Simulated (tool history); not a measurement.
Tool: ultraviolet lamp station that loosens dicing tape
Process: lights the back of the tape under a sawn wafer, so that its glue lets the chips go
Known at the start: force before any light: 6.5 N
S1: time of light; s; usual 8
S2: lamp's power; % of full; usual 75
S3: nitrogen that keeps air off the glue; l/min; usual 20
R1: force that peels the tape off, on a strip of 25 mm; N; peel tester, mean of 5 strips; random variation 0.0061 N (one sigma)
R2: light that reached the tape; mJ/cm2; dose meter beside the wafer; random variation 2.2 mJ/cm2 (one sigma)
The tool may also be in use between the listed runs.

run,hour,S1,S2,S3,R1,R2
1,0.0,8,75,20,0.213,180
2,57.4,8,75,20,0.216,181
3,113.8,8,75,6,0.788,176
4,181.7,8,75,20,0.248,170
5,211.2,8,75,20,0.239,171
6,276.1,8,75,20,0.277,166
7,326.1,8,75,20,0.270,163
8,391.0,8,75,20,0.291,162
9,424.6,8,99,20,0.150,209
10,459.5,7,75,20,0.431,133
11,504.2,8,75,8,0.763,153
12,561.3,8,75,8,0.813,149
13,609.2,8,75,13,0.520,148
14,648.2,8,75,13,0.628,138
15,683.7,8,99,20,0.222,182
16,727.8,8,99,20,0.217,179
17,795.1,8,99,20,0.245,175
18,833.9,8,94,20,0.139,210
19,865.2,8,94,20,0.145,209
20,905.6,8,75,20,0.270,167
21,971.4,8,75,20,0.274,164
22,1024.8,6,71,11,1.078,114
23,1091.9,6,71,11,1.077,112
24,1150.6,14,71,11,0.166,254
25,1216.0,14,71,11,0.180,250
26,1248.1,14,71,11,0.182,246
27,1313.9,14,99,20,0.094,338
28,1360.5,14,99,20,0.086,336
29,1400.3,7,74,33,0.349,124
30,1441.3,9,75,40,0.171,157
31,1494.1,9,75,40,0.168,154
32,1543.7,4,70,20,1.378,76
33,1602.7,8,81,20,0.259,164
34,1637.1,8,82,27,0.185,163
35,1668.4,9,93,20,0.156,211
36,1715.3,9,93,8,0.397,209
37,1774.6,10,75,20,0.208,187
38,1810.1,6,68,13,1.177,101
39,1857.2,6,68,13,1.177,97
40,1901.9,7,65,11,0.739,139
41,1952.6,9,92,16,0.131,245
42,1998.4,12,70,20,0.107,245

Not shown: 4 entries that the log had between the listed runs. Between which runs, and how does the tool's hidden state differ before and after?
Between runs 13 and 14: window cleaned of glue's vapour (hour 616.5)
  lamp's light, % of a new lamp's: 87.2 -> 86.9; light that the window lets through, % of a clean one's: 85.8 -> 80.3
  measured less the result without the state, R1: +0.263 -> +0.361 N; R2: -50 -> -60 mJ/cm2
Between runs 17 and 18: window cleaned of glue's vapour, once more (hour 824.9)
  lamp's light, % of a new lamp's: 85.7 -> 85.4; light that the window lets through, % of a clean one's: 77.2 -> 99.5
  measured less the result without the state, R1: +0.129 -> +0.036 N; R2: -89 -> -38 mJ/cm2
Between runs 31 and 32: window cleaned of glue's vapour (hour 1524.7)
  lamp's light, % of a new lamp's: 80.3 -> 79.9; light that the window lets through, % of a clean one's: 85.7 -> 98.9
  measured less the result without the state, R1: +0.078 -> +0.448 N; R2: -70 -> -20 mJ/cm2
Between runs 39 and 40: lamp changed (hour 1862.0)
  lamp's light, % of a new lamp's: 77.4 -> 99.3; light that the window lets through, % of a clean one's: 92.5 -> 91.6
  measured less the result without the state, R1: +0.546 -> +0.134 N; R2: -39 -> -14 mJ/cm2

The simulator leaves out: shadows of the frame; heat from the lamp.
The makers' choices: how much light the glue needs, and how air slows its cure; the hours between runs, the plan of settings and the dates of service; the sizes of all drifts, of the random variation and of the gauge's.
